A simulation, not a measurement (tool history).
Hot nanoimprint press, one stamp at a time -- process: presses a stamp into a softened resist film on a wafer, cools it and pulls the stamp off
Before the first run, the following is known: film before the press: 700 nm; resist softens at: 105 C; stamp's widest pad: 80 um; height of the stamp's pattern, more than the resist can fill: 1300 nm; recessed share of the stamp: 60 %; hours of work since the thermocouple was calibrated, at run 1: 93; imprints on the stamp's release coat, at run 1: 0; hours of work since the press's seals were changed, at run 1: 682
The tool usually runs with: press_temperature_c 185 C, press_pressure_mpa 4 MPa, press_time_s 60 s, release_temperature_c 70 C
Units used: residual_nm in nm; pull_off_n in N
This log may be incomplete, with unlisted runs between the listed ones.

run,day,press_temperature_c,press_pressure_mpa,press_time_s,release_temperature_c,hours of work since the thermocouple was calibrated,imprints on the stamp's release coat,hours of work since the press's seals were changed,residual_nm,pull_off_n
1,0,185,4,60,70,93,0,682,305.4,160
2,1.458,185,4,60,75,109,104,698,306.8,144
3,2.292,189,4,60,70,118,163,708,272.2,160
4,3.35,185,4,60,70,130,238,719,305.2,155
5,4.746,185,4,106,70,145,337,735,248.1,162
6,6.354,185,4,106,70,163,451,753,249,160
7,7.254,196,4,106,70,173,515,762,182.7,156
8,8.254,196,4,106,70,184,586,774,182.1,161
9,9.333,196,4,106,70,196,663,785,183,154
10,10.742,184,4.95,62,72,212,763,801,276.4,149
11,12.279,185,4,60,78,229,872,818,306.5,134

5 options for the next run, each taken on its own from the tool as it stands now. Forecast them:
A,13.862,185,4,60,64,246,985,836,?,?
B,13.862,191,2.62,60,78,246,985,836,?,?
C,13.862,185,4,70,58,246,985,836,?,?
D,13.862,185,4.4,31,59,246,985,836,?,?
E,13.862,185,3.61,60,71,246,985,836,?,?

run,residual_nm,pull_off_n
A,305.4,173
B,325,132
C,290.7,191
D,364.2,192
E,324.2,156
Stripped of hidden state, with their random variation kept, the same runs would have yielded:
run,residual_nm,pull_off_n
A,305.2,172
B,324.8,131
C,290.5,189
D,363.9,191
E,323.9,155

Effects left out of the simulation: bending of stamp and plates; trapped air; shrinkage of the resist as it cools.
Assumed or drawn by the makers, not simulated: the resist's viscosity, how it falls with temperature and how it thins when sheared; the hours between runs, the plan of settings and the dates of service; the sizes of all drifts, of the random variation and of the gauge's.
